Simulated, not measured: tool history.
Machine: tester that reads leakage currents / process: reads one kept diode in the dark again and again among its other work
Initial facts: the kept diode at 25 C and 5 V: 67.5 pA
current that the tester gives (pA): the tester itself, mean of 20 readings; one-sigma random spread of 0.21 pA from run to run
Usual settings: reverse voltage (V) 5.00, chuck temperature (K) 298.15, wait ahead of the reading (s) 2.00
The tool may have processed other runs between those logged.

run     day  reverse voltage (V)  chuck temperature (K)  wait ahead of the reading (s)  current that the tester gives (pA)
  1   0.000                 5.00                 298.15                           2.00                               73.17
  2   1.404                 5.00                 298.15                           2.00                               72.99
  3   2.725                 5.00                 298.15                           2.00                               72.68
  4   4.221                 5.00                 298.15                           2.00                               72.81
  5   5.438                 5.00                 298.15                           2.93                               72.72
  6   6.300                 5.00                 298.15                           2.93                               72.59
  7   7.675                 5.00                 298.15                           2.93                               72.60
  8   9.129                 5.00                 298.15                           2.93                               72.52
  9  10.854                 5.00                 297.15                           8.45                               67.34
 10  11.692                 5.00                 297.15                           8.45                               68.06
 11  12.433                 5.00                 297.15                           8.45                               67.65
 12  13.796                 8.66                 297.15                           6.65                               86.37

Run 13 comes next. What will it give?
 13  15.367                 8.66                 297.15                           6.65                                   ?

{"run 13": {"current that the tester gives (pA)": 86.81}}
On a tool with no hidden condition, and with the same random variation, this run would have come out at current that the tester gives (pA) 77.08.
